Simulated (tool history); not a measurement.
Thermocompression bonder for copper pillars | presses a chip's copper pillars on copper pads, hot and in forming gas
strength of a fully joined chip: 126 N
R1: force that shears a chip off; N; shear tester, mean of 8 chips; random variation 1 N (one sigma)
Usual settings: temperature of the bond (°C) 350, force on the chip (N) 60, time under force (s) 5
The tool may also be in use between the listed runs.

{"run": 1, "hour": 0.0, "temperature of the bond (°C)": 350, "force on the chip (N)": 60, "time under force (s)": 5, "R1": 79.4}
{"run": 2, "hour": 42.4, "temperature of the bond (°C)": 350, "force on the chip (N)": 60, "time under force (s)": 5, "R1": 89.4}
{"run": 3, "hour": 70.9, "temperature of the bond (°C)": 350, "force on the chip (N)": 60, "time under force (s)": 5, "R1": 87.8}
{"run": 4, "hour": 120.2, "temperature of the bond (°C)": 350, "force on the chip (N)": 60, "time under force (s)": 5, "R1": 85.7}
{"run": 5, "hour": 168.3, "temperature of the bond (°C)": 350, "force on the chip (N)": 60, "time under force (s)": 5, "R1": 81.7}
{"run": 6, "hour": 229.2, "temperature of the bond (°C)": 350, "force on the chip (N)": 60, "time under force (s)": 5, "R1": 82.5}
{"run": 7, "hour": 284.0, "temperature of the bond (°C)": 350, "force on the chip (N)": 60, "time under force (s)": 5, "R1": 89.1}
{"run": 8, "hour": 322.0, "temperature of the bond (°C)": 380, "force on the chip (N)": 60, "time under force (s)": 5, "R1": 103.1}
{"run": 9, "hour": 384.8, "temperature of the bond (°C)": 380, "force on the chip (N)": 60, "time under force (s)": 5, "R1": 99.7}
{"run": 10, "hour": 429.8, "temperature of the bond (°C)": 380, "force on the chip (N)": 60, "time under force (s)": 5, "R1": 95.7}
{"run": 11, "hour": 460.4, "temperature of the bond (°C)": 350, "force on the chip (N)": 63, "time under force (s)": 5, "R1": 82.8}
{"run": 12, "hour": 504.4, "temperature of the bond (°C)": 350, "force on the chip (N)": 63, "time under force (s)": 5, "R1": 92.7}
{"run": 13, "hour": 555.3, "temperature of the bond (°C)": 350, "force on the chip (N)": 63, "time under force (s)": 5, "R1": 89.4}
{"run": 14, "hour": 607.1, "temperature of the bond (°C)": 350, "force on the chip (N)": 63, "time under force (s)": 5, "R1": 87.5}
{"run": 15, "hour": 665.7, "temperature of the bond (°C)": 326, "force on the chip (N)": 84, "time under force (s)": 10, "R1": 93.7}
{"run": 16, "hour": 714.8, "temperature of the bond (°C)": 350, "force on the chip (N)": 42, "time under force (s)": 15, "R1": 93.4}
{"run": 17, "hour": 772.7, "temperature of the bond (°C)": 350, "force on the chip (N)": 42, "time under force (s)": 15, "R1": 98.8}
{"run": 18, "hour": 832.1, "temperature of the bond (°C)": 350, "force on the chip (N)": 42, "time under force (s)": 15, "R1": 98.5}
{"run": 19, "hour": 868.1, "temperature of the bond (°C)": 349, "force on the chip (N)": 66, "time under force (s)": 3, "R1": 74.8}

Taken out of this log: 6 entries between the listed runs. Where each belongs, and how the hidden state differs across it:
Between runs 1 and 2: forming gas filter changed (hour 22.7)
  true temperature of the bond over the reading, C: 1.7 -> 1.8; force that reaches the chip, % of what is set: 103 -> 103.2; oxide that the forming gas leaves, % of the face: 10.4 -> 1.6
  measured less the result without the state, R1: -6.9 -> +1 N
Between runs 6 and 7: forming gas filter changed (hour 252.9)
  true temperature of the bond over the reading, C: 2.3 -> 2.5; force that reaches the chip, % of what is set: 104.4 -> 104.7; oxide that the forming gas leaves, % of the face: 10 -> 2.1
  measured less the result without the state, R1: -6 -> +1.4 N
Between runs 10 and 11: force cell calibrated (hour 437.1)
  true temperature of the bond over the reading, C: 2.9 -> 3; force that reaches the chip, % of what is set: 105.6 -> 107.9; oxide that the forming gas leaves, % of the face: 8.74 -> 10.09
  measured less the result without the state, R1: -6.2 -> -5 N
Between runs 11 and 12: forming gas filter changed (hour 486.6)
  true temperature of the bond over the reading, C: 3 -> 3.1; force that reaches the chip, % of what is set: 107.9 -> 108.2; oxide that the forming gas leaves, % of the face: 10.09 -> 1.43
  measured less the result without the state, R1: -5 -> +3.2 N
Between runs 15 and 16: force cell calibrated, once more (hour 708.7)
  true temperature of the bond over the reading, C: 3.5 -> 3.7; force that reaches the chip, % of what is set: 109.2 -> 100.2; oxide that the forming gas leaves, % of the face: 8.77 -> 11.11
  measured less the result without the state, R1: -4 -> -9.1 N
Between runs 16 and 17: forming gas filter changed (hour 720.9)
  true temperature of the bond over the reading, C: 3.7 -> 3.8; force that reaches the chip, % of what is set: 100.2 -> 100.6; oxide that the forming gas leaves, % of the face: 11.11 -> 3.12
  measured less the result without the state, R1: -9.1 -> -0.5 N
